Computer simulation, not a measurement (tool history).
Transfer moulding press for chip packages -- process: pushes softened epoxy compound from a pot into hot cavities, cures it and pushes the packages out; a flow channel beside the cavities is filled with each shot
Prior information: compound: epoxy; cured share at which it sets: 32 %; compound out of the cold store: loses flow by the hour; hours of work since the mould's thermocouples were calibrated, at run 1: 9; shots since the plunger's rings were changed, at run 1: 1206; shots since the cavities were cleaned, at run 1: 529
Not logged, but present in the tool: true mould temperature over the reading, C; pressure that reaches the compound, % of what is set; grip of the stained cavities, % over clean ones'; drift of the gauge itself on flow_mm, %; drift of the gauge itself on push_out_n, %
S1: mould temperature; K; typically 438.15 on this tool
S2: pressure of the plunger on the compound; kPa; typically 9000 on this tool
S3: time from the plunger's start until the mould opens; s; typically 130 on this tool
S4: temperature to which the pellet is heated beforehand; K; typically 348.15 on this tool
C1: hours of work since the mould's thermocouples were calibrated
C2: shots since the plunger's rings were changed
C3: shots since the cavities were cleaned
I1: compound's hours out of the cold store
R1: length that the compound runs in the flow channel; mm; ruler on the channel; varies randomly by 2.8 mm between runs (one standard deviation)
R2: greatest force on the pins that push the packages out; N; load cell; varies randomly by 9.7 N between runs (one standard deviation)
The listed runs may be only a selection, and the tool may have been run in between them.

run 1 hour=0.0 | S1=438.15 S2=9000 S3=130 S4=348.15 | C1=9 C2=1206 C3=529 | I1=21.9 | R1=615 R2=651
-- hour=4.6 cavities cleaned with cleaning compound and waxed
run 2 hour=33.8 | S1=438.15 S2=9000 S3=130 S4=348.15 | C1=30 C2=1502 C3=268 | I1=23.1 | R1=613 R2=750
-- hour=66.4 cavities cleaned with cleaning compound and waxed
run 3 hour=67.6 | S1=438.15 S2=9000 S3=130 S4=348.15 | C1=52 C2=1798 C3=11 | I1=27.1 | R1=602 R2=524
run 4 hour=111.4 | S1=438.15 S2=9000 S3=130 S4=348.15 | C1=81 C2=2199 C3=412 | I1=14.4 | R1=615 R2=647
-- hour=129.0 cavities cleaned with cleaning compound and waxed
run 5 hour=149.3 | S1=438.15 S2=9000 S3=130 S4=348.15 | C1=105 C2=2532 C3=185 | I1=13.7 | R1=614 R2=572
run 6 hour=170.3 | S1=438.15 S2=9000 S3=130 S4=348.15 | C1=119 C2=2726 C3=379 | I1=37.8 | R1=573 R2=600
-- hour=190.9 cavities cleaned with cleaning compound and waxed
run 7 hour=204.2 | S1=438.15 S2=9000 S3=130 S4=348.15 | C1=140 C2=3022 C3=121 | I1=32.1 | R1=585 R2=562
-- hour=235.3 cavities cleaned with cleaning compound and waxed, once more
run 8 hour=248.1 | S1=438.15 S2=7900 S3=130 S4=348.15 | C1=169 C2=3411 C3=118 | I1=33.8 | R1=543 R2=525
run 9 hour=268.9 | S1=444.15 S2=9000 S3=130 S4=351.15 | C1=182 C2=3601 C3=308 | I1=20.9 | R1=579 R2=508
run 10 hour=289.8 | S1=444.15 S2=9000 S3=130 S4=357.15 | C1=196 C2=3793 C3=500 | I1=42.4 | R1=538 R2=538
-- hour=299.0 cavities cleaned with cleaning compound and waxed
run 11 hour=334.8 | S1=444.15 S2=9000 S3=130 S4=357.15 | C1=225 C2=4192 C3=329 | I1=41.4 | R1=545 R2=524
-- hour=361.5 cavities cleaned with cleaning compound and waxed
run 12 hour=381.1 | S1=445.15 S2=8050 S3=130 S4=346.15 | C1=255 C2=4602 C3=179 | I1=44.4 | R1=500 R2=485
run 13 hour=414.8 | S1=445.15 S2=8050 S3=130 S4=346.15 | C1=277 C2=4911 C3=488 | I1=25.2 | R1=528 R2=547
-- hour=424.0 cavities cleaned with cleaning compound and waxed
run 14 hour=445.8 | S1=445.15 S2=8050 S3=130 S4=346.15 | C1=297 C2=5181 C3=200 | I1=20.9 | R1=530 R2=490
-- hour=488.4 cavities cleaned with cleaning compound and waxed
-- hour=496.4 plunger's sealing rings changed
run 15 hour=496.4 | S1=445.15 S2=8050 S3=130 S4=346.15 | C1=328 C2=0 C3=51 | I1=22.3 | R1=570 R2=460

Here are 4 independent what-if runs from the current tool condition. What would each one return?
-- hour=516.7 mould's thermocouples calibrated
run A hour=543.3 | S1=432.15 S2=8050 S3=117 S4=351.15 | C1=18 C2=411 C3=462 | I1=8.8 | R1=? R2=?
-- hour=516.7 mould's thermocouples calibrated
run B hour=543.3 | S1=438.15 S2=7390 S3=113 S4=348.15 | C1=18 C2=411 C3=462 | I1=32.5 | R1=? R2=?
-- hour=516.7 mould's thermocouples calibrated
run C hour=543.3 | S1=432.15 S2=7940 S3=130 S4=352.15 | C1=18 C2=411 C3=462 | I1=8.9 | R1=? R2=?
-- hour=516.7 mould's thermocouples calibrated
run D hour=543.3 | S1=445.15 S2=8100 S3=161 S4=351.15 | C1=18 C2=411 C3=462 | I1=31.3 | R1=? R2=?

run=A R1=635 R2=1175
run=B R1=548 R2=789
run=C R1=629 R2=949
run=D R1=549 R2=523
The same runs, with their run-to-run variation unchanged, on a tool lacking any hidden condition would have given:
run=A R1=639 R2=944
run=B R1=551 R2=634
run=C R1=632 R2=762
run=D R1=552 R2=419
